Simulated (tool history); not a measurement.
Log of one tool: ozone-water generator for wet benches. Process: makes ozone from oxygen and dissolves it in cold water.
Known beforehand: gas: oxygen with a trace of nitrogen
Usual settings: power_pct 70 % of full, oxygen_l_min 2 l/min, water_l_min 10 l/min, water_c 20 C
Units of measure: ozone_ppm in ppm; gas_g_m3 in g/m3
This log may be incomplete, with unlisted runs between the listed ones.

| run | day | power_pct | oxygen_l_min | water_l_min | water_c | ozone_ppm | gas_g_m3 |
|---|---|---|---|---|---|---|---|
| 1 | 0 | 70 | 2 | 10 | 20 | 23.3 | 232.4 |
| 2 | 3.862 | 70 | 2 | 10 | 20 | 23.1 | 231.2 |
| 3 | 10.867 | 70 | 2 | 10 | 20 | 23.2 | 231.2 |
| 4 | 19.329 | 70 | 2 | 7 | 20 | 29.6 | 230.7 |
| 5 | 24.133 | 70 | 2 | 12 | 20 | 20 | 231 |
| 6 | 29.783 | 70 | 2 | 9 | 17 | 26 | 232.5 |
| 7 | 33.279 | 70 | 1.07 | 9 | 13 | 24.2 | 315.2 |
| 8 | 39.379 | 70 | 3.48 | 8 | 13 | 30.6 | 176.7 |
| 9 | 42.829 | 70 | 3.48 | 8 | 13 | 30.4 | 175.2 |
| 10 | 48.133 | 94 | 1.13 | 8 | 13 | 33.2 | 376.1 |

Here are 3 independent what-if runs from the current tool condition. What would each one return?
| A | 53.879 | 94 | 2.65 | 8 | 13 | ? | ? |
| B | 53.879 | 41 | 1.13 | 15 | 13 | ? | ? |
| C | 53.879 | 84 | 1.13 | 8 | 20 | ? | ? |

| run | ozone_ppm | gas_g_m3 |
|---|---|---|
| A | 36.8 | 245.6 |
| B | 10.7 | 214.6 |
| C | 28.8 | 345.5 |
Without the tool's hidden state the same runs would have given:
| run | ozone_ppm | gas_g_m3 |
|---|---|---|
| A | 36.9 | 245.9 |
| B | 10.7 | 214.8 |
| C | 28.8 | 346 |
